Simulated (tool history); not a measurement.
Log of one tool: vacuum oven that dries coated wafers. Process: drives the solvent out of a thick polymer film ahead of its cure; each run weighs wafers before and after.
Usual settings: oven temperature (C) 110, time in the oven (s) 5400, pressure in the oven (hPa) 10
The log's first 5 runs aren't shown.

run 6 hour=56 | oven_temperature_(C)=110 time_in_the_oven_(s)=3840 pressure_in_the_oven_(hPa)=10 | solvent_left_in_the_film_(%)=4.75
run 7 hour=68.7 | oven_temperature_(C)=110 time_in_the_oven_(s)=3840 pressure_in_the_oven_(hPa)=10 | solvent_left_in_the_film_(%)=4.72
run 8 hour=85.5 | oven_temperature_(C)=110 time_in_the_oven_(s)=2940 pressure_in_the_oven_(hPa)=10 | solvent_left_in_the_film_(%)=6.41
run 9 hour=97.6 | oven_temperature_(C)=110 time_in_the_oven_(s)=5400 pressure_in_the_oven_(hPa)=9.7 | solvent_left_in_the_film_(%)=2.84
run 10 hour=110.8 | oven_temperature_(C)=110 time_in_the_oven_(s)=5400 pressure_in_the_oven_(hPa)=9.7 | solvent_left_in_the_film_(%)=2.83
run 11 hour=120.6 | oven_temperature_(C)=110 time_in_the_oven_(s)=5400 pressure_in_the_oven_(hPa)=9.7 | solvent_left_in_the_film_(%)=2.85
run 12 hour=134.7 | oven_temperature_(C)=110 time_in_the_oven_(s)=5400 pressure_in_the_oven_(hPa)=9.7 | solvent_left_in_the_film_(%)=2.82
run 13 hour=151.1 | oven_temperature_(C)=110 time_in_the_oven_(s)=5400 pressure_in_the_oven_(hPa)=9.7 | solvent_left_in_the_film_(%)=2.83
run 14 hour=160.5 | oven_temperature_(C)=110 time_in_the_oven_(s)=5400 pressure_in_the_oven_(hPa)=10 | solvent_left_in_the_film_(%)=2.84
-- hour=171.5 oven's thermocouples calibrated
run 15 hour=171.7 | oven_temperature_(C)=110 time_in_the_oven_(s)=5400 pressure_in_the_oven_(hPa)=10 | solvent_left_in_the_film_(%)=2.86
run 16 hour=188.4 | oven_temperature_(C)=110 time_in_the_oven_(s)=5400 pressure_in_the_oven_(hPa)=10 | solvent_left_in_the_film_(%)=2.88
run 17 hour=199.8 | oven_temperature_(C)=110 time_in_the_oven_(s)=4200 pressure_in_the_oven_(hPa)=10 | solvent_left_in_the_film_(%)=4.21
run 18 hour=208.1 | oven_temperature_(C)=119 time_in_the_oven_(s)=5400 pressure_in_the_oven_(hPa)=9.2 | solvent_left_in_the_film_(%)=1.48
run 19 hour=218.5 | oven_temperature_(C)=111 time_in_the_oven_(s)=5400 pressure_in_the_oven_(hPa)=20.2 | solvent_left_in_the_film_(%)=3.05
run 20 hour=225.7 | oven_temperature_(C)=110 time_in_the_oven_(s)=4260 pressure_in_the_oven_(hPa)=18.2 | solvent_left_in_the_film_(%)=4.4
run 21 hour=240.5 | oven_temperature_(C)=102 time_in_the_oven_(s)=4860 pressure_in_the_oven_(hPa)=22.3 | solvent_left_in_the_film_(%)=5.67
run 22 hour=251.5 | oven_temperature_(C)=123 time_in_the_oven_(s)=8700 pressure_in_the_oven_(hPa)=12.2 | solvent_left_in_the_film_(%)=0.45
run 23 hour=267.3 | oven_temperature_(C)=123 time_in_the_oven_(s)=8700 pressure_in_the_oven_(hPa)=12.2 | solvent_left_in_the_film_(%)=0.44
run 24 hour=281.4 | oven_temperature_(C)=110 time_in_the_oven_(s)=7020 pressure_in_the_oven_(hPa)=10 | solvent_left_in_the_film_(%)=1.78
run 25 hour=289.4 | oven_temperature_(C)=109 time_in_the_oven_(s)=3660 pressure_in_the_oven_(hPa)=38.6 | solvent_left_in_the_film_(%)=6.23
run 26 hour=300.6 | oven_temperature_(C)=122 time_in_the_oven_(s)=4680 pressure_in_the_oven_(hPa)=19.8 | solvent_left_in_the_film_(%)=1.88
run 27 hour=309.2 | oven_temperature_(C)=108 time_in_the_oven_(s)=9240 pressure_in_the_oven_(hPa)=21.4 | solvent_left_in_the_film_(%)=1.7
run 28 hour=325.7 | oven_temperature_(C)=108 time_in_the_oven_(s)=3540 pressure_in_the_oven_(hPa)=23 | solvent_left_in_the_film_(%)=6.14
run 29 hour=339.7 | oven_temperature_(C)=121 time_in_the_oven_(s)=2880 pressure_in_the_oven_(hPa)=10 | solvent_left_in_the_film_(%)=4.09
run 30 hour=353.6 | oven_temperature_(C)=121 time_in_the_oven_(s)=5700 pressure_in_the_oven_(hPa)=10 | solvent_left_in_the_film_(%)=1.12

Forecast each of these 4 alternatives for the next run:
run A hour=365.7 | oven_temperature_(C)=100 time_in_the_oven_(s)=9300 pressure_in_the_oven_(hPa)=10 | solvent_left_in_the_film_(%)=?
run B hour=365.7 | oven_temperature_(C)=104 time_in_the_oven_(s)=3780 pressure_in_the_oven_(hPa)=6.5 | solvent_left_in_the_film_(%)=?
run C hour=365.7 | oven_temperature_(C)=110 time_in_the_oven_(s)=4500 pressure_in_the_oven_(hPa)=10 | solvent_left_in_the_film_(%)=?
run D hour=365.7 | oven_temperature_(C)=122 time_in_the_oven_(s)=7560 pressure_in_the_oven_(hPa)=16.7 | solvent_left_in_the_film_(%)=?

run=A solvent_left_in_the_film_(%)=2.21
run=B solvent_left_in_the_film_(%)=6.13
run=C solvent_left_in_the_film_(%)=3.8
run=D solvent_left_in_the_film_(%)=0.74
Without the tool's hidden state the same runs would have given:
run=A solvent_left_in_the_film_(%)=2.21
run=B solvent_left_in_the_film_(%)=6.13
run=C solvent_left_in_the_film_(%)=3.81
run=D solvent_left_in_the_film_(%)=0.74
